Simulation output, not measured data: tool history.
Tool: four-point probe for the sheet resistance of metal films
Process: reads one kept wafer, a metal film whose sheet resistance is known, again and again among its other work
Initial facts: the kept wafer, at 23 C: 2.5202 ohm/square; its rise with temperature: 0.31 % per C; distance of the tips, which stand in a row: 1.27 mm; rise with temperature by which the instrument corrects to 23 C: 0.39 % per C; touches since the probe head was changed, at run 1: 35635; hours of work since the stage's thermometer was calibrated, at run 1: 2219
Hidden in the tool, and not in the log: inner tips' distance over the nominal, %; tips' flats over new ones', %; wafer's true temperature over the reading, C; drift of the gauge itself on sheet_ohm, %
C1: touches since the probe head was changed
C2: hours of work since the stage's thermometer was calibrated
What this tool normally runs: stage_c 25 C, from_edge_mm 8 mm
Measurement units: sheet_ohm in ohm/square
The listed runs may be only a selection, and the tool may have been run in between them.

Run 1, day 0.000: usual settings; C1 35635; C2 2219. Result: sheet_ohm 2.561240 ohm/square.
Run 2, day 3.171: usual settings but stage_c 30 C; C1 38535; C2 2268. Result: sheet_ohm 2.550977 ohm/square.
Run 3, day 7.083: usual settings but stage_c 30 C; C1 42113; C2 2328. Result: sheet_ohm 2.551852 ohm/square.
Run 4, day 10.371: usual settings but stage_c 26 C; C1 45119; C2 2378. Result: sheet_ohm 2.560316 ohm/square.
Run 5, day 13.000: usual settings but stage_c 26 C; C1 47522; C2 2419. Result: sheet_ohm 2.560384 ohm/square.
At day 14.896: stage's thermometer calibrated.
Run 6, day 18.962: usual settings but stage_c 26 C; C1 52957; C2 63. Result: sheet_ohm 2.563890 ohm/square.
Run 7, day 21.379: usual settings; C1 55167; C2 100. Result: sheet_ohm 2.566514 ohm/square.
Run 8, day 24.179: usual settings; C1 57726; C2 143. Result: sheet_ohm 2.567023 ohm/square.
Run 9, day 28.767: usual settings but from_edge_mm 42 mm; C1 61921; C2 213. Result: sheet_ohm 2.534888 ohm/square.
Run 10, day 32.121: usual settings but from_edge_mm 42 mm; C1 64988; C2 265. Result: sheet_ohm 2.535354 ohm/square.
Run 11, day 34.971: usual settings but stage_c 23 C, from_edge_mm 15 mm; C1 67596; C2 309. Result: sheet_ohm 2.548441 ohm/square.
Run 12, day 37.796: usual settings but stage_c 19 C, from_edge_mm 6 mm; C1 70177; C2 352. Result: sheet_ohm 2.606964 ohm/square.
Run 13, day 42.462: usual settings but stage_c 19 C, from_edge_mm 6 mm; C1 74447; C2 424. Result: sheet_ohm 2.608011 ohm/square.
At day 43.275: stage's thermometer calibrated, once more.
Run 14, day 45.504: usual settings but stage_c 33 C, from_edge_mm 26 mm; C1 77208; C2 34. Result: sheet_ohm 2.517090 ohm/square.
At day 48.212: new probe head fitted.
Run 15, day 49.438: usual settings but stage_c 21 C; C1 1123; C2 94. Result: sheet_ohm 2.545839 ohm/square.
Run 16, day 53.388: usual settings but stage_c 33 C; C1 4733; C2 155. Result: sheet_ohm 2.522470 ohm/square.
Run 17, day 57.121: usual settings but stage_c 33 C; C1 8147; C2 212. Result: sheet_ohm 2.522792 ohm/square.

Run 18 is up next; what results do you expect?
Run 18, day 60.317: usual settings but stage_c 22 C; C1 11069; C2 262. Result: sheet_ohm ?.

{"run 18": {"sheet_ohm": 2.545766}}
On a tool with no hidden condition, and with the same random variation, this run would have come out at sheet_ohm 2.556222 ohm/square.

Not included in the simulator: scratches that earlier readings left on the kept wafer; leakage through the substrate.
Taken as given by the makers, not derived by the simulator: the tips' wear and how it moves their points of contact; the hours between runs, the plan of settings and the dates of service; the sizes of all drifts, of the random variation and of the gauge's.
